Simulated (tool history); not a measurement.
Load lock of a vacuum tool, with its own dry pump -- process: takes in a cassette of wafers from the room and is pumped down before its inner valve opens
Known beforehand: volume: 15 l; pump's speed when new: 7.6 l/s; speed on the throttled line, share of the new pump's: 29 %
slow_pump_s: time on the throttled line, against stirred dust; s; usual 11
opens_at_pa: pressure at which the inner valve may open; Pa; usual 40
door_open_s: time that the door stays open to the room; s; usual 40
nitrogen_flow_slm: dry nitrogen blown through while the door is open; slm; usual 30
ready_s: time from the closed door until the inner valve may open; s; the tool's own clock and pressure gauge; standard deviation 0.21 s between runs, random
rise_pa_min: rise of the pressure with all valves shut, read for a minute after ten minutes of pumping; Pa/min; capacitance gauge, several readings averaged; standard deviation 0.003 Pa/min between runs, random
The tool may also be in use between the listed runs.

run,hour,slow_pump_s,opens_at_pa,door_open_s,nitrogen_flow_slm,"incoming humidity of the room's air, %",ready_s,rise_pa_min
1,0,11,40,40,30,44.6,23.9,0.031
2,52.4,11,40,40,30,47,23.9,0.025
3,93.9,15,40,40,30,45.1,26.6,0.031
4,148.6,15,40,40,30,42.5,26.4,0.029
5,199.3,15,40,40,30,43.1,26.8,0.029
6,291.2,11,40,40,30,45.9,23.7,0.035
7,347.6,11,40,40,30,46.8,23.8,0.03
8,409.8,11,34,40,13,49.9,24.2,0.037
9,494.9,11,40,65,30,42.2,23.9,0.039
10,534.5,10,40,40,30,43.8,23.3,0.034
11,612.9,10,40,40,30,46.3,23.3,0.033

Pick out some run-to-run changes in ready_s. Of each, how much would a tool without hidden state show as well, from the settings, what came in and chance, and how much is left for the hidden state and any gauge scatter not in both results compared?
Hidden state present: pump's speed, % of a new pump's; leak at the door's seal, Pa l/s; drift of the gauge itself on ready_s, %; drift of the gauge itself on rise_pa_min, %.
Run 2 -> 3: slow_pump_s 11 -> 15. ready_s +2.7 s: hidden state -0.1, all else +2.8.
Run 5 -> 6: slow_pump_s 15 -> 11. ready_s -3.1 s: hidden state +0, all else -3.1.
